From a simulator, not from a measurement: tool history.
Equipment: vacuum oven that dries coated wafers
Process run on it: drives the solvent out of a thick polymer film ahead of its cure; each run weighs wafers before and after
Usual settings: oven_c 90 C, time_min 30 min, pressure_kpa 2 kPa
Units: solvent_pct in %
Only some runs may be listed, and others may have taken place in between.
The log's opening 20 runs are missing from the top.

run    hour  oven_c  time_min  pressure_kpa  solvent_pct
 21  1071.9      90        30          4.62         7.83
     1098.5  -- oven's thermocouples calibrated
 22  1110.7      90        30          4.62         7.11
 23    1161     102        47             2         1.99
 24  1220.5      81        31          5.95        12.59
 25  1263.6     104        20          5.95         5.37
 26  1304.3     103        37          1.24         1.15
 27  1363.5      87        41          1.11         2.44
     1370.6  -- oven's thermocouples calibrated, once more
 28    1400      77        47          1.17         6.55
 29  1438.4      95        27          1.41         3.15
 30  1470.4      94        20          5.23         9.17
 31  1524.8      94        20          5.23         9.15
 32  1579.3      90        49             2         4.14
 33  1610.3      90        49             2         4.14
 34  1641.1      90        49             2         4.04
 35  1709.7      90        49             2         3.91
 36  1757.7      90        49             2         4.16
 37  1796.9      77        17           1.4         9.96
 38  1831.8      77        17           1.4         9.93
 39  1866.5      77        17           1.4         9.78
 40  1914.8      77        17           1.4         9.92
 41  1986.4      95        46          3.28         4.99
 42  2059.5      90        32          3.28         6.74
 43  2130.1      90        32          3.28         6.74

Consider 4 possible next runs. They are alternatives, not a sequence: every one starts from the tool as it was left by run 43. What does each give?
  A  2199.1      79        42          2.75            ?
  B  2199.1      99        29             2            ?
  C  2199.1      97        21          2.49            ?
  D  2199.1     102        18           3.6            ?

run  solvent_pct
  A         9.24
  B         2.91
  C         4.34
  D         4.85
Take away the tool's hidden state, keep each run's random variation, and the runs would have read:
run  solvent_pct
  A         9.32
  B         2.91
  C         4.41
  D         4.93
